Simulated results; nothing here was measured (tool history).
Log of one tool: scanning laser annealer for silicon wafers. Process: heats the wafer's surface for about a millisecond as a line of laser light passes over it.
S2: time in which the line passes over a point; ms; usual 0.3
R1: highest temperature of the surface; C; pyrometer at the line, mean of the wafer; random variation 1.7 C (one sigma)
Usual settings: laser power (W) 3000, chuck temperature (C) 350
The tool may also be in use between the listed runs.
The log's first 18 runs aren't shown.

{"run": 19, "day": 31.896, "laser power (W)": 2574, "S2": 0.3, "chuck temperature (C)": 350, "R1": 1001}
{"run": 20, "day": 34.375, "laser power (W)": 3000, "S2": 0.29, "chuck temperature (C)": 350, "R1": 1109}
{"run": 21, "day": 35.733, "laser power (W)": 3053, "S2": 0.29, "chuck temperature (C)": 313, "R1": 1091}
{"run": 22, "day": 37.696, "laser power (W)": 3053, "S2": 0.29, "chuck temperature (C)": 313, "R1": 1088}
{"day": 38.079, "done": "optics aligned, line set to its width"}
{"run": 23, "day": 40.425, "laser power (W)": 3000, "S2": 0.3, "chuck temperature (C)": 325, "R1": 1082}
{"run": 24, "day": 41.992, "laser power (W)": 3000, "S2": 0.3, "chuck temperature (C)": 325, "R1": 1085}
{"run": 25, "day": 43.229, "laser power (W)": 3000, "S2": 0.3, "chuck temperature (C)": 325, "R1": 1081}
{"day": 45.092, "done": "optics aligned, line set to its width, once more"}
{"run": 26, "day": 45.167, "laser power (W)": 3243, "S2": 0.3, "chuck temperature (C)": 327, "R1": 1195}
{"run": 27, "day": 46.346, "laser power (W)": 3243, "S2": 0.34, "chuck temperature (C)": 388, "R1": 1309}
{"run": 28, "day": 48.267, "laser power (W)": 2887, "S2": 0.303, "chuck temperature (C)": 388, "R1": 1150}
{"run": 29, "day": 50.092, "laser power (W)": 2838, "S2": 0.346, "chuck temperature (C)": 344, "R1": 1140}
{"run": 30, "day": 51.558, "laser power (W)": 2690, "S2": 0.265, "chuck temperature (C)": 317, "R1": 975}
{"run": 31, "day": 52.775, "laser power (W)": 3116, "S2": 0.232, "chuck temperature (C)": 317, "R1": 1042}
{"run": 32, "day": 55.242, "laser power (W)": 3116, "S2": 0.232, "chuck temperature (C)": 317, "R1": 1040}
{"run": 33, "day": 57.429, "laser power (W)": 2728, "S2": 0.232, "chuck temperature (C)": 317, "R1": 940}
{"run": 34, "day": 58.783, "laser power (W)": 3188, "S2": 0.232, "chuck temperature (C)": 317, "R1": 1060}
{"run": 35, "day": 60.888, "laser power (W)": 2863, "S2": 0.214, "chuck temperature (C)": 317, "R1": 952}
{"run": 36, "day": 62.108, "laser power (W)": 2591, "S2": 0.317, "chuck temperature (C)": 317, "R1": 1005}
{"run": 37, "day": 64.117, "laser power (W)": 3000, "S2": 0.281, "chuck temperature (C)": 359, "R1": 1119}
{"run": 38, "day": 66.15, "laser power (W)": 3005, "S2": 0.33, "chuck temperature (C)": 340, "R1": 1169}
{"run": 39, "day": 68.146, "laser power (W)": 3000, "S2": 0.259, "chuck temperature (C)": 314, "R1": 1044}
{"run": 40, "day": 70.604, "laser power (W)": 2722, "S2": 0.313, "chuck temperature (C)": 330, "R1": 1047}

Forecast each of these 3 alternatives for the next run:
{"run": "A", "day": 72.233, "laser power (W)": 2554, "S2": 0.3, "chuck temperature (C)": 350, "R1": "?"}
{"run": "B", "day": 72.233, "laser power (W)": 2852, "S2": 0.3, "chuck temperature (C)": 350, "R1": "?"}
{"run": "C", "day": 72.233, "laser power (W)": 3156, "S2": 0.313, "chuck temperature (C)": 385, "R1": "?"}

run=A R1=1004
run=B R1=1086
run=C R1=1234
Without the tool's hidden state the same runs would have given:
run=A R1=1010
run=B R1=1094
run=C R1=1243
